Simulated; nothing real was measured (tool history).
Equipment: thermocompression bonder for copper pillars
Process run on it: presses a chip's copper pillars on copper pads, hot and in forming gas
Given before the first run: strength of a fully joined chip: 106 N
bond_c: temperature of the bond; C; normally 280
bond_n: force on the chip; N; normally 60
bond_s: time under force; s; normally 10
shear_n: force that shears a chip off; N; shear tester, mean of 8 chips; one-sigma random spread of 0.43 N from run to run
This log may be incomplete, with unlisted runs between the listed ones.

run    hour  bond_c  bond_n  bond_s  shear_n
  1     0.0     280      60      10     46.3
  2    41.4     280      60      10     46.3
  3    86.3     280      60      10     45.8
      102.6  -- heater calibrated with a thermocouple chip
  4   127.7     280      60       6     34.4
  5   171.2     280      60       6     34.4
      232.1  -- forming gas filter changed
  6   246.8     280      60       6     36.2
  7   296.9     280      60      10     45.0
  8   347.4     280      60      10     45.2
  9   427.9     280      44      10     35.0
 10   483.6     280      44      10     34.3
 11   547.6     280      41      10     31.8
 12   608.3     280      41      10     32.2
 13   700.9     280      60       5     34.1
 14   749.6     280      60       5     34.7
 15   820.0     280      60       5     34.5
 16   904.0     280      60       5     34.2
 17   973.2     280      60       5     34.0
     1017.5  -- forming gas filter changed
 18  1050.6     280      60       5     35.5
     1094.8  -- force cell calibrated
 19  1125.0     280      60       5     34.1
 20  1213.5     280      60      10     44.8
 21  1276.1     265      67       8     37.0
 22  1331.4     291      60      24     66.2
 23  1421.6     250      60      10     31.9
 24  1487.1     291      57      10     46.5
 25  1536.7     295      41      12     39.6
 26  1619.3     303      75      11     64.9
 27  1700.1     269      68      10     43.3
 28  1738.3     254      37       6     17.3
 29  1790.9     254      37       6     16.8
     1805.1  -- forming gas filter changed
 30  1880.5     291      50      11     46.1
 31  1972.5     277      47      18     45.8
 32  2052.6     277      47      18     46.1
 33  2121.9     280      60      19     57.9
 34  2161.5     280      57      29     64.0
 35  2250.9     297      68      10     58.3
 36  2335.4     271      47      11     35.6
 37  2417.6     271      67      11     47.8
 38  2464.8     293      59       7     45.6
 39  2550.9     289      59       6     41.4
     2586.9  -- forming gas filter changed
 40  2620.6     274      60      10     46.7

What would each run have given without the hidden state, its run-to-run variation left as it was?
The tool's hidden condition here consists of: true temperature of the bond over the reading, C; force that reaches the chip, % of what is set; oxide that the forming gas leaves, % of the face; drift of the gauge itself on shear_n, %.
run  shear_n
  1     43.2
  2     43.1
  3     42.6
  4     34.7
  5     34.7
  6     34.8
  7     43.4
  8     43.6
  9     33.7
 10     33.0
 11     30.6
 12     31.0
 13     32.7
 14     33.3
 15     33.2
 16     32.9
 17     32.7
 18     32.5
 19     33.1
 20     43.6
 21     35.8
 22     65.2
 23     30.7
 24     45.4
 25     38.6
 26     64.3
 27     42.2
 28     16.5
 29     16.0
 30     42.9
 31     42.6
 32     42.9
 33     54.4
 34     60.6
 35     55.2
 36     32.8
 37     44.6
 38     42.7
 39     38.5
 40     41.5
